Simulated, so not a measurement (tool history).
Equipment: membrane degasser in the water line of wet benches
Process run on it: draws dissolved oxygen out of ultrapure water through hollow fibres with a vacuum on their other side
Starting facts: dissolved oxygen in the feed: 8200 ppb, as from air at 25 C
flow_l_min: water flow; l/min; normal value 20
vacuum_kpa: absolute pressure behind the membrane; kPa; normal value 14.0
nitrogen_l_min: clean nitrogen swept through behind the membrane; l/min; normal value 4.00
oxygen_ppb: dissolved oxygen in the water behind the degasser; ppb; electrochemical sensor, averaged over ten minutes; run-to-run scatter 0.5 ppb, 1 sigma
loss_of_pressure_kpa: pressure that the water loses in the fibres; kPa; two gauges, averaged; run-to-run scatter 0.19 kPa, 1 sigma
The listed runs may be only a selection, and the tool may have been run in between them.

run,hour,flow_l_min,vacuum_kpa,nitrogen_l_min,oxygen_ppb,loss_of_pressure_kpa
1,0.0,20,14.0,4.00,136.0,39.35
2,88.4,20,14.0,4.00,137.0,39.05
3,239.1,20,14.0,4.00,136.8,39.25
4,379.3,20,14.0,4.00,137.0,39.35
5,551.6,20,14.0,4.00,136.7,39.54
6,660.7,20,14.0,4.00,136.3,39.07
7,861.2,20,14.0,4.00,136.0,39.54
8,1047.0,20,14.0,4.00,136.5,39.45
9,1202.4,20,14.0,4.00,137.9,39.16
10,1339.1,20,14.0,9.27,63.6,39.79
11,1451.3,32,14.0,2.90,336.4,63.20
12,1637.7,20,9.3,4.46,73.1,39.42
13,1722.2,17,9.4,1.92,132.9,33.55
14,1863.9,20,13.4,9.00,63.0,39.48
15,2057.9,28,14.0,10.69,105.0,55.44
16,2250.7,30,14.0,4.00,239.5,59.47

Consider 5 possible next runs. They are alternatives, not a sequence: every one starts from the tool as it was left by run 16. What does each give?
A,2444.9,16,14.0,6.37,?,?
B,2444.9,14,18.8,7.76,?,?
C,2444.9,30,18.9,11.67,?,?
D,2444.9,20,14.0,1.97,?,?
E,2444.9,30,12.9,9.60,?,?

run,oxygen_ppb,loss_of_pressure_kpa
A,69.7,31.62
B,72.4,27.54
C,149.0,59.05
D,261.1,39.64
E,125.2,59.58
Without the tool's hidden state the same runs would have given:
run,oxygen_ppb,loss_of_pressure_kpa
A,67.6,31.12
B,70.2,27.10
C,143.6,58.11
D,255.4,39.01
E,119.9,58.63
